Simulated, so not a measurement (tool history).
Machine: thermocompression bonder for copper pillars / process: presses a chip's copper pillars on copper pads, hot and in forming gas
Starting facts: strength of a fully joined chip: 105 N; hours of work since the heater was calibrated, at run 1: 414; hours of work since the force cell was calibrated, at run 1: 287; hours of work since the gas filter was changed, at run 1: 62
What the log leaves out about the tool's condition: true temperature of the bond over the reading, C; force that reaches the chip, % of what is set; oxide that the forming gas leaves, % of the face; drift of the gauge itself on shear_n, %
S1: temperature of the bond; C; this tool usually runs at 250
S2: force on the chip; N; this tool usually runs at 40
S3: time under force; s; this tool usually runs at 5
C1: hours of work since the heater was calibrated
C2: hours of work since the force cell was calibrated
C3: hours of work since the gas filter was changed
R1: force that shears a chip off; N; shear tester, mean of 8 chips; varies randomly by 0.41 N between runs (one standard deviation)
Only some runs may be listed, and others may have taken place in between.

run,hour,S1,S2,S3,C1,C2,C3,R1
1,0,250,40,5,414,287,62,66.4
2,45,257,40,5,434,307,82,70.7
3,94.6,257,40,5,457,330,105,71.1
4,144.6,250,40,4,479,352,127,62.4
5,189.3,250,40,4,500,372,147,62.7
6,231.6,250,40,4,519,392,167,62.4
7,253.2,250,40,4,528,401,176,62.5
8,297.5,250,32,4,549,421,196,54.1
9,325,250,40,5,561,434,209,67
10,347.3,250,40,5,571,444,219,66.5
11,390.1,250,40,5,591,463,238,67.2
12,441,250,40,5,614,486,261,66.7
13,493.3,250,40,12,637,510,285,83
14,534.2,250,31,12,656,529,304,73.7
15,558,250,40,3,667,539,314,56.6
16,598.3,230,40,3,685,558,333,43.7
17,631.9,230,40,3,700,573,348,43.8
18,655.6,246,53,5,711,584,359,72.9
19,681.7,250,53,5,723,595,370,75.9
20,724.9,254,53,5,742,615,390,78.5

Run 21, settings as shown, results not yet in. Your forecast:
# hour 740.6: forming gas filter changed
21,748.3,247,47,5,753,625,3,?

R1: 70.7 N
Take away the tool's hidden state, keep the run-to-run variation as it was, and the same run would have given R1 70.8 N.

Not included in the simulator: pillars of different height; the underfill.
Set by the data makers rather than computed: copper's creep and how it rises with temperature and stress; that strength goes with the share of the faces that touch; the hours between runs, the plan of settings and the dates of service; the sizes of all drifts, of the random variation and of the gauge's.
